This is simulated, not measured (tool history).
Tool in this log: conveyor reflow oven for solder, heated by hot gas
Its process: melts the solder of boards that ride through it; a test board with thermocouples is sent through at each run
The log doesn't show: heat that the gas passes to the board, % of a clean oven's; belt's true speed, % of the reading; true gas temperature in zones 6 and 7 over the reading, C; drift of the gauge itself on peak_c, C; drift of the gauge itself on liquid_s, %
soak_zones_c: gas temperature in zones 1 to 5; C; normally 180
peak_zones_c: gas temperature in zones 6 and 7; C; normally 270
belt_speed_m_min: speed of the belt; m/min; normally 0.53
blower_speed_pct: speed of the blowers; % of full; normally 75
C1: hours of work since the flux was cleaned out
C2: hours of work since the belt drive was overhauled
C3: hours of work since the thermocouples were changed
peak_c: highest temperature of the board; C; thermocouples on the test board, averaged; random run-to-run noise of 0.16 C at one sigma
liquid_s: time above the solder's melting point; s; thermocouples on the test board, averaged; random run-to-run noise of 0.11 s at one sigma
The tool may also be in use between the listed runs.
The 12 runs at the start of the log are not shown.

{"run": 13, "hour": 271.4, "soak_zones_c": 180, "peak_zones_c": 270, "belt_speed_m_min": 0.53, "blower_speed_pct": 75, "C1": 184, "C2": 184, "C3": 347, "peak_c": 249.7, "liquid_s": 66.7}
{"run": 14, "hour": 296.4, "soak_zones_c": 180, "peak_zones_c": 258, "belt_speed_m_min": 0.53, "blower_speed_pct": 75, "C1": 196, "C2": 196, "C3": 359, "peak_c": 240, "liquid_s": 56.2}
{"run": 15, "hour": 321.0, "soak_zones_c": 180, "peak_zones_c": 258, "belt_speed_m_min": 0.53, "blower_speed_pct": 75, "C1": 209, "C2": 209, "C3": 372, "peak_c": 239.7, "liquid_s": 56.4}
{"hour": 339.5, "done": "flux residue cleaned out of gas plates and filters"}
{"run": 16, "hour": 344.4, "soak_zones_c": 180, "peak_zones_c": 258, "belt_speed_m_min": 0.53, "blower_speed_pct": 75, "C1": 2, "C2": 218, "C3": 381, "peak_c": 241.1, "liquid_s": 58.1}
{"run": 17, "hour": 362.3, "soak_zones_c": 167, "peak_zones_c": 261, "belt_speed_m_min": 0.465, "blower_speed_pct": 75, "C1": 11, "C2": 227, "C3": 390, "peak_c": 244.7, "liquid_s": 66.8}
{"run": 18, "hour": 380.9, "soak_zones_c": 182, "peak_zones_c": 263, "belt_speed_m_min": 0.539, "blower_speed_pct": 80, "C1": 21, "C2": 236, "C3": 399, "peak_c": 246.3, "liquid_s": 63.9}
{"run": 19, "hour": 408.8, "soak_zones_c": 191, "peak_zones_c": 270, "belt_speed_m_min": 0.53, "blower_speed_pct": 61, "C1": 35, "C2": 250, "C3": 413, "peak_c": 249, "liquid_s": 70.6}
{"run": 20, "hour": 435.7, "soak_zones_c": 180, "peak_zones_c": 283, "belt_speed_m_min": 0.53, "blower_speed_pct": 75, "C1": 48, "C2": 264, "C3": 427, "peak_c": 261.5, "liquid_s": 76.1}
{"run": 21, "hour": 452.3, "soak_zones_c": 180, "peak_zones_c": 270, "belt_speed_m_min": 0.618, "blower_speed_pct": 75, "C1": 57, "C2": 272, "C3": 435, "peak_c": 245, "liquid_s": 51.7}
{"run": 22, "hour": 467.3, "soak_zones_c": 180, "peak_zones_c": 270, "belt_speed_m_min": 0.5, "blower_speed_pct": 62, "C1": 64, "C2": 280, "C3": 443, "peak_c": 248.1, "liquid_s": 69}
{"run": 23, "hour": 491.7, "soak_zones_c": 182, "peak_zones_c": 282, "belt_speed_m_min": 0.589, "blower_speed_pct": 68, "C1": 76, "C2": 292, "C3": 455, "peak_c": 254.4, "liquid_s": 63}
{"run": 24, "hour": 510.3, "soak_zones_c": 182, "peak_zones_c": 282, "belt_speed_m_min": 0.589, "blower_speed_pct": 68, "C1": 86, "C2": 301, "C3": 464, "peak_c": 253.7, "liquid_s": 62.9}
{"run": 25, "hour": 530.4, "soak_zones_c": 182, "peak_zones_c": 282, "belt_speed_m_min": 0.589, "blower_speed_pct": 68, "C1": 96, "C2": 312, "C3": 474, "peak_c": 253.9, "liquid_s": 63.1}

Forecast run 26:
{"run": 26, "hour": 557.3, "soak_zones_c": 180, "peak_zones_c": 270, "belt_speed_m_min": 0.593, "blower_speed_pct": 75, "C1": 110, "C2": 325, "C3": 488, "peak_c": "?", "liquid_s": "?"}

{"run 26": {"peak_c": 245.9, "liquid_s": 55.4}}
The same run, on a tool lacking any hidden state, would have yielded peak_c 247.4 C, liquid_s 56.9 s.
